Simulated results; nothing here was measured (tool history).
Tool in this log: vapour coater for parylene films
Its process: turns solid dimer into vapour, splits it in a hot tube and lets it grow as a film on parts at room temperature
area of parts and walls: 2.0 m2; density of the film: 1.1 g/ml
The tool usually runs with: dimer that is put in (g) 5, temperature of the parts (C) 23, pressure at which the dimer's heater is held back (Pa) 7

run	hour	dimer that is put in (g)	temperature of the parts (C)	pressure at which the dimer's heater is held back (Pa)	thickness of the film (µm)
1	0	5	23	7	1.63
2	27.2	5	23	5.37	1.7
3	41.7	5	23	5.37	1.7
4	58.9	8	23	7	2.57
5	89.6	8	23	7	2.56
6	121.1	8	23	7	2.52
7	154.4	8	23	7	2.51
8	184.6	5	23	3.12	1.92
9	203.7	5	23	3.12	1.92
10	238.2	3	23	3.12	1.12
11	255.3	5	23	7.52	1.51
12	289.9	3	23	7.52	0.9
13	307.3	3	23	7.52	0.91
14	327	3	23	7.52	0.91
15	343.1	5	23	7	1.51
16	366.4	5	19	7	1.67
17	396	5	23	4.58	1.67
18	426.1	5	23	4.58	1.64
19	462.4	5	23	2.55	2.08
20	494.1	5	23	3.1	2
21	521.7	5	23	3.1	1.94
22	551.4	5	23	7	1.65
23	574.7	5	23	7	1.61
24	606.7	6	33	2.24	1.91
25	642.4	9	26	4.45	2.94
26	673.2	8	25	8.48	2.32
27	697.4	5	25	3.54	1.79
28	728.2	5	32	7.09	1.22
29	743.8	5	23	3.19	1.88
30	758.4	5	23	3.19	1.89
31	786.8	5	27	2.31	1.8
32	801.4	7	15	4.36	2.89
33	835.5	4	34	7	0.89
34	869.1	4	34	7	0.91
35	904.1	5	16	7.37	1.88
36	924.4	7	18	7	2.47
37	949	5	21	7	1.59
38	968.2	5	21	7	1.58
39	983.5	5	21	7	1.57
40	1004.4	3	34	7	0.62
41	1038.8	4	23	4	1.35
42	1065.1	4	23	4	1.54
43	1084	3	32	11.19	0.7
44	1108.3	3	29	2.55	1.05

Missing from the log above: 4 entries noted between runs. For each, name the pair of listed runs it sits between and say how the tool's hidden condition differs from the listed run just before to the listed run just after:
In the gap between runs 18 and 19: trap's valve overhauled (hour 462.4)
  vapour lost through the trap's worn valve, %: 10.6 -> 0.6
  what was measured, less what the result would be without the hidden state, thickness of the film (µm): -0.2 -> -0.02
In the gap between runs 22 and 23: table's thermometer calibrated (hour 554.5)
  vapour lost through the trap's worn valve, %: 2.2 -> 2.6; true temperature of the parts over the reading, C: 0.13 -> 0.22
  what was measured, less what the result would be without the hidden state, thickness of the film (µm): -0.04 -> -0.05
In the gap between runs 24 and 25: table's thermometer calibrated, once more (hour 632.1)
  vapour lost through the trap's worn valve, %: 3.1 -> 3.7; true temperature of the parts over the reading, C: 0.23 -> 0.1
  what was measured, less what the result would be without the hidden state, thickness of the film (µm): -0.07 -> -0.13
In the gap between runs 41 and 42: trap's valve overhauled (hour 1058.1)
  vapour lost through the trap's worn valve, %: 10.6 -> 0.5; true temperature of the parts over the reading, C: 0.14 -> 0.15
  what was measured, less what the result would be without the hidden state, thickness of the film (µm): -0.17 -> -0.01
